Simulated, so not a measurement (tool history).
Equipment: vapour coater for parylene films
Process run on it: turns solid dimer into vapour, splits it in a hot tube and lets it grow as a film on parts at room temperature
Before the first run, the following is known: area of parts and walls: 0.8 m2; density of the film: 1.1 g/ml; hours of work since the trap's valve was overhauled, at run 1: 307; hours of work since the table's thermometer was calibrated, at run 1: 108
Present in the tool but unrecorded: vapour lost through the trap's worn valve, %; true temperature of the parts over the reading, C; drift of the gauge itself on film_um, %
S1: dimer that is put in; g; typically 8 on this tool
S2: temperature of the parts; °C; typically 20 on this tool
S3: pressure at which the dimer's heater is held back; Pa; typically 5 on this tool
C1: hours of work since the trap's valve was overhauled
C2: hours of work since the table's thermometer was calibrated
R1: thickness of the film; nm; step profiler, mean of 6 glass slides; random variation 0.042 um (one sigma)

| run | hour | S1 | S2 | S3 | C1 | C2 | R1 |
|---|---|---|---|---|---|---|---|
| 1 | 0 | 8 | 20 | 5 | 307 | 108 | 4240 |
| 2 | 28.7 | 8 | 20 | 5 | 326 | 127 | 4260 |
| 3 | 61.3 | 8 | 20 | 5 | 348 | 149 | 4240 |
| 4 | 92.6 | 8 | 28 | 5 | 369 | 170 | 3240 |
| 5 | 115 | 8 | 21 | 5 | 384 | 185 | 4040 |
| 6 | 137.9 | 8 | 21 | 2.31 | 400 | 201 | 4630 |
| 7 | 163.3 | 8 | 20 | 5 | 417 | 218 | 4180 |
| 8 | 189.6 | 8 | 20 | 5 | 435 | 236 | 4110 |
| 9 | 216.7 | 8 | 20 | 5 | 453 | 254 | 4130 |
| 10 | 245.2 | 8 | 20 | 7.58 | 473 | 274 | 3770 |
| 11 | 265.1 | 7 | 20 | 5 | 486 | 287 | 3540 |
| 12 | 288.8 | 7 | 20 | 5 | 502 | 303 | 3540 |
|  | 295.6 | trap's valve overhauled |
| 13 | 333.4 | 7 | 20 | 5 | 26 | 331 | 3370 |
| 14 | 353.7 | 7 | 20 | 5 | 39 | 344 | 3340 |
| 15 | 388.4 | 8 | 20 | 3.35 | 63 | 368 | 4030 |
|  | 401.8 | trap's valve overhauled, once more |
| 16 | 434.6 | 8 | 20 | 3.35 | 22 | 397 | 5040 |
| 17 | 471.7 | 8 | 20 | 5 | 47 | 422 | 4670 |
| 18 | 499.2 | 8 | 20 | 5 | 66 | 440 | 4600 |
| 19 | 536.3 | 8 | 20 | 5 | 91 | 466 | 4630 |
| 20 | 575.9 | 8 | 20 | 5 | 118 | 492 | 4660 |
| 21 | 609.5 | 8 | 24 | 5 | 141 | 515 | 3940 |
| 22 | 635.4 | 8 | 20 | 5 | 158 | 533 | 4600 |
| 23 | 674.1 | 8 | 26 | 5 | 185 | 559 | 3660 |
| 24 | 717.8 | 8 | 26 | 7.38 | 214 | 589 | 3400 |
| 25 | 737.2 | 8 | 17 | 3.73 | 227 | 602 | 5250 |
| 26 | 764.6 | 8 | 27 | 3.73 | 246 | 620 | 3700 |
| 27 | 804.2 | 10 | 24 | 4.15 | 273 | 647 | 4980 |
| 28 | 847.8 | 10 | 24 | 4.15 | 302 | 677 | 4970 |
| 29 | 867.5 | 10 | 24 | 4.15 | 316 | 690 | 4870 |
| 30 | 902.1 | 11 | 20 | 5.49 | 339 | 713 | 5870 |
| 31 | 927.5 | 3 | 13 | 11.99 | 356 | 731 | 1780 |
| 32 | 945.5 | 7 | 26 | 6.72 | 368 | 743 | 2900 |
| 33 | 966.9 | 10 | 16 | 3.05 | 383 | 757 | 6720 |
| 34 | 1000.2 | 10 | 16 | 3.05 | 406 | 780 | 6720 |
| 35 | 1044.5 | 12 | 16 | 3.05 | 436 | 810 | 7970 |
| 36 | 1080.5 | 12 | 16 | 3.05 | 460 | 834 | 7920 |
| 37 | 1105.1 | 6 | 20 | 4.68 | 477 | 851 | 3230 |
| 38 | 1131 | 11 | 15 | 4.68 | 494 | 869 | 6880 |
| 39 | 1158.4 | 8 | 20 | 8.93 | 513 | 887 | 3810 |

Predict the results of run 40:
| 40 | 1187.1 | 8 | 20 | 8.93 | 532 | 907 | ? |

{"run 40": {"R1": 3710}}
With the hidden condition absent and the run-to-run variation left alone, this run would have shown R1 4180 nm.
